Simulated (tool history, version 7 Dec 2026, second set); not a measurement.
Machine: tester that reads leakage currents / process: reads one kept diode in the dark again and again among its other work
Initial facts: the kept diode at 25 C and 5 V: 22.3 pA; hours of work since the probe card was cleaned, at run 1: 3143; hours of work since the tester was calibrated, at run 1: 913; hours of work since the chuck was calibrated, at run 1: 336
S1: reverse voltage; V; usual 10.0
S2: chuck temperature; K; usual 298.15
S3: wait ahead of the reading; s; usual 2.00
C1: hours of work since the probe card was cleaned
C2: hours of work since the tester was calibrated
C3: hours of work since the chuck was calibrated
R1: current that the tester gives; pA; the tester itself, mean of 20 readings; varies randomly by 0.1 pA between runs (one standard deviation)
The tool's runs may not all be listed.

Run 1, hour 0.0: usual settings; C1 3143; C2 913; C3 336. Result: R1 34.36 pA.
At hour 87.2: probe card cleaned and baked.
Run 2, hour 148.7: usual settings; C1 28; C2 979; C3 403. Result: R1 27.97 pA.
Run 3, hour 239.4: usual settings; C1 69; C2 1021; C3 444. Result: R1 27.81 pA.
Run 4, hour 407.8: usual settings; C1 146; C2 1097; C3 521. Result: R1 27.75 pA.
Run 5, hour 520.0: usual settings; C1 197; C2 1148; C3 572. Result: R1 27.46 pA.
Run 6, hour 660.4: usual settings; C1 261; C2 1212; C3 636. Result: R1 27.23 pA.
At hour 670.4: chuck's temperature calibrated.
Run 7, hour 833.7: usual settings; C1 339; C2 1291; C3 74. Result: R1 25.76 pA.
Run 8, hour 943.3: usual settings; C1 389; C2 1340; C3 124. Result: R1 25.66 pA.
At hour 1074.1: chuck's temperature calibrated, once more.
Run 9, hour 1120.5: usual settings but S3 1.05 s; C1 469; C2 1420; C3 21. Result: R1 32.04 pA.
Run 10, hour 1193.5: usual settings but S3 1.05 s; C1 502; C2 1454; C3 54. Result: R1 31.86 pA.
Run 11, hour 1282.6: usual settings but S1 16.9 V, S2 305.15 K; C1 543; C2 1494; C3 95. Result: R1 68.04 pA.
Run 12, hour 1443.8: usual settings but S1 2.1 V, S2 305.15 K; C1 617; C2 1568; C3 168. Result: R1 32.83 pA.

Expected results for the next run?
Run 13, hour 1616.3: usual settings but S1 1.9 V, S2 329.15 K; C1 695; C2 1646; C3 247. Result: R1 ?.

{"run 13": {"R1": 235.9}}
If the tool had no hidden condition, the same run with the same run-to-run variation would have returned R1 239.17 pA.

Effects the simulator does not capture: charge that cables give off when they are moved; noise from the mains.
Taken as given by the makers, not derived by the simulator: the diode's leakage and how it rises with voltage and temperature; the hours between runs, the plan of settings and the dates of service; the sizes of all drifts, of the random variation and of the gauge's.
